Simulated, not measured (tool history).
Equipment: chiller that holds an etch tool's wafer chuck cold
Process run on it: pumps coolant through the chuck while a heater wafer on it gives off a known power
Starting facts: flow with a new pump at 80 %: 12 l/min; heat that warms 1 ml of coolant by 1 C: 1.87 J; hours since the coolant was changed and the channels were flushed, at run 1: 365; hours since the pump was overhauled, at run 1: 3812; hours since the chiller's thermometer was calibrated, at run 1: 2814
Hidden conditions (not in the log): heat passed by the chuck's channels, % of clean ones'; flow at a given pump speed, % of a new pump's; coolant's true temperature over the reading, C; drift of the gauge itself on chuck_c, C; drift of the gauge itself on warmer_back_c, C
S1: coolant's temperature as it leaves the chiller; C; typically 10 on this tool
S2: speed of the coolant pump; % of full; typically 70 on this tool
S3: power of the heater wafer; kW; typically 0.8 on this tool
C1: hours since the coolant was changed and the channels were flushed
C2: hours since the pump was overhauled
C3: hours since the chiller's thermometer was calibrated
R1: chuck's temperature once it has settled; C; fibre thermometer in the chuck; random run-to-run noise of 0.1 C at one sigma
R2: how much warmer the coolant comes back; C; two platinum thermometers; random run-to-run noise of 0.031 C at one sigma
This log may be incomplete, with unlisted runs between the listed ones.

run,hour,S1,S2,S3,C1,C2,C3,R1,R2
1,0,10,70,0.8,365,3812,2814,18.1,2.42
2,70.9,10,70,0.8,436,3883,2885,18.2,2.51
3,130.1,10,70,0.8,495,3942,2944,17.9,2.46
4,226.7,10,70,0.8,591,4039,3041,18,2.47
5,284.6,10,70,0.8,649,4097,3099,18,2.5
6,336.6,10,70,0.8,701,4149,3151,17.9,2.49
7,433.6,4,70,0.8,798,4246,3248,11.9,2.53
8,480.5,4,84,0.8,845,4293,3295,11.2,2.1
9,562.2,10,70,0.701,927,4375,3376,17.1,2.3
10,665.4,10,70,1.029,1030,4478,3480,20.3,3.33
11,757.1,10,70,1.029,1122,4569,3571,20.3,3.3
12,852,10,70,1.029,1217,4664,3666,20.3,3.27
13,922.2,10,70,0.99,1287,4735,3736,20,3.23
# hour 991.5: gauge calibrated
14,1024,10,70,0.99,1389,4836,3838,20,3.04
15,1092.8,10,70,0.8,1458,4905,3907,18.2,2.41
16,1170.2,10,77,0.8,1535,4983,3984,17.6,2.24
17,1229.5,11,71,0.8,1594,5042,4044,18.9,2.47
18,1317.8,3,68,0.753,1683,5130,4132,10.7,2.4
19,1378,6,83,0.473,1743,5190,4192,10.1,1.3
20,1425.9,5,89,0.673,1791,5238,4240,10.9,1.74
21,1505.6,13,72,1.158,1870,5318,4320,24.5,3.51

Expected results for the next run?
22,1563.4,10,70,0.581,1928,5376,4378,?,?

R1: 15.7 C
R2: 1.85 C
The same run, on a tool lacking any hidden state, would have yielded R1 15.7 C, R2 1.73 C.
